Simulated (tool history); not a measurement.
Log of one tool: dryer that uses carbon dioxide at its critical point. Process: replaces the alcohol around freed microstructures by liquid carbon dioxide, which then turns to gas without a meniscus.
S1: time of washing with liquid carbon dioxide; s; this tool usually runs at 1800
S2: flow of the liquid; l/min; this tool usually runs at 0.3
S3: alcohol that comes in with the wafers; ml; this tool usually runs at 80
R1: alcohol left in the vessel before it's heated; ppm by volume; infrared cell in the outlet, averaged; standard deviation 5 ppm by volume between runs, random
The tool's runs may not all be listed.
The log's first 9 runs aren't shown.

run	hour	S1	S2	S3	R1
10	412.9	1800	0.247	80	239
11	453.2	1800	0.247	80	248
# hour 460.2: purifier's bed changed
12	489.5	1800	0.247	80	180
# hour 511.3: inlet filter changed
13	530.7	1800	0.247	80	113
14	583.7	1800	0.3	80	45
15	635.3	1800	0.3	80	52
16	673.8	1800	0.3	80	56
17	736.6	1080	0.207	25	1016
18	781.1	1080	0.287	118	1547
19	820.8	1980	0.302	27	39
# hour 844.4: inlet filter changed
20	882.1	1740	0.287	80	77
21	928.3	1440	0.187	32	612
22	992.9	1980	0.466	98	49
23	1058.2	1740	0.3	27	80
24	1101.1	1440	0.3	80	247
25	1157.1	1800	0.401	80	68
# hour 1178.7: inlet filter changed
26	1204.9	1800	0.401	80	63
27	1234.8	1800	0.401	80	68
28	1299.4	1980	0.3	61	78
29	1342.5	1740	0.221	31	193
30	1383.5	1140	0.217	31	970
31	1428.2	2040	0.262	41	108
32	1463.9	2040	0.262	41	118

3 ways to go on from here, each from the tool as it stands after run 32. What would each give?
# hour 1489.2: purifier's bed changed
# hour 1514.9: inlet filter changed
A	1536.6	1860	0.34	41	?
# hour 1489.2: purifier's bed changed
# hour 1514.9: inlet filter changed
B	1536.6	1140	0.203	80	?
# hour 1489.2: purifier's bed changed
# hour 1514.9: inlet filter changed
C	1536.6	2040	0.3	80	?

run	R1
A	16
B	2294
C	13
With no hidden state in the tool, these same runs would have given:
run	R1
A	12
B	2223
C	9
